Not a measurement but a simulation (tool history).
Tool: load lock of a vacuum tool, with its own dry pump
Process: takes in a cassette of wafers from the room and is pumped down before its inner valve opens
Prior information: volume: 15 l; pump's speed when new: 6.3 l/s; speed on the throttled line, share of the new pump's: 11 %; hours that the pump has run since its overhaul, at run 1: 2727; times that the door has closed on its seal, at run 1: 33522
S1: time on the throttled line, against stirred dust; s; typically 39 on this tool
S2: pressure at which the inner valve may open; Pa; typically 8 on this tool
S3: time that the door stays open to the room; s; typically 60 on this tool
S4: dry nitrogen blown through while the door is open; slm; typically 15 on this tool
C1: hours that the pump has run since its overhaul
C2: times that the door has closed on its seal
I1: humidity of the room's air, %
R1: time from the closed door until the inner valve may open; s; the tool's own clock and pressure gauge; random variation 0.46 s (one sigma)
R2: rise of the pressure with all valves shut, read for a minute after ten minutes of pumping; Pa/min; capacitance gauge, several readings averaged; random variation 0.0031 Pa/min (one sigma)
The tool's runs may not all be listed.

run,hour,S1,S2,S3,S4,C1,C2,I1,R1,R2
1,0.0,39,8,60,15,2727,33522,51.2,58.6,0.158
2,111.9,39,8,60,15,2839,33872,46.0,58.1,0.151
3,182.3,39,8,60,15,2909,34092,43.1,58.3,0.149
4,243.3,39,8,60,15,2970,34283,47.0,59.4,0.156
5,295.9,39,16,60,15,3023,34448,45.5,57.1,0.159
6,347.9,39,16,60,15,3075,34611,45.0,56.3,0.143
7,419.1,39,8,155,15,3146,34833,46.1,59.0,0.174
8,530.3,39,8,60,15,3258,35181,41.9,59.1,0.149
9,598.8,39,8,221,15,3326,35396,47.2,58.7,0.195
10,659.5,39,8,41,15,3387,35586,48.4,59.5,0.149
11,734.0,39,8,41,9,3461,35819,41.1,58.9,0.150
12,786.9,39,8,41,9,3514,35984,42.3,58.5,0.163
13,840.2,39,8,41,9,3567,36151,44.8,57.4,0.166
14,889.0,39,16,60,15,3616,36304,47.1,56.7,0.157
15,960.5,39,15,60,15,3688,36527,41.6,56.7,0.155
16,1008.9,25,8,60,23,3736,36679,43.5,46.3,0.146
17,1121.1,28,8,43,11,3848,37030,45.3,48.2,0.165
18,1205.0,28,11,43,43,3932,37292,43.8,47.8,0.129
19,1254.9,39,13,60,15,3982,37448,48.4,57.1,0.169
20,1352.8,66,8,37,21,4080,37755,43.2,82.9,0.140
21,1439.3,66,16,32,21,4167,38025,45.6,81.7,0.137
22,1540.4,66,16,32,21,4268,38342,47.1,81.2,0.146
23,1587.9,66,16,32,21,4315,38490,46.5,81.1,0.149
24,1688.9,66,16,32,21,4416,38806,45.7,80.0,0.144
25,1792.8,39,16,197,18,4520,39131,42.9,56.0,0.195
26,1860.6,68,16,175,36,4588,39344,44.2,82.1,0.157

Each row is a separate what-if for the run after 26, all from the same tool condition, not one after another. Results?
A,1916.1,39,9,60,15,4643,39517,47.2,?,?
B,1916.1,68,12,70,8,4643,39517,46.5,?,?
C,1916.1,39,9,28,11,4643,39517,45.9,?,?

run,R1,R2
A,58.6,0.169
B,83.8,0.194
C,58.6,0.162
Had the tool no hidden state, the same runs would have come out as:
run,R1,R2
A,57.3,0.069
B,82.7,0.093
C,57.3,0.061
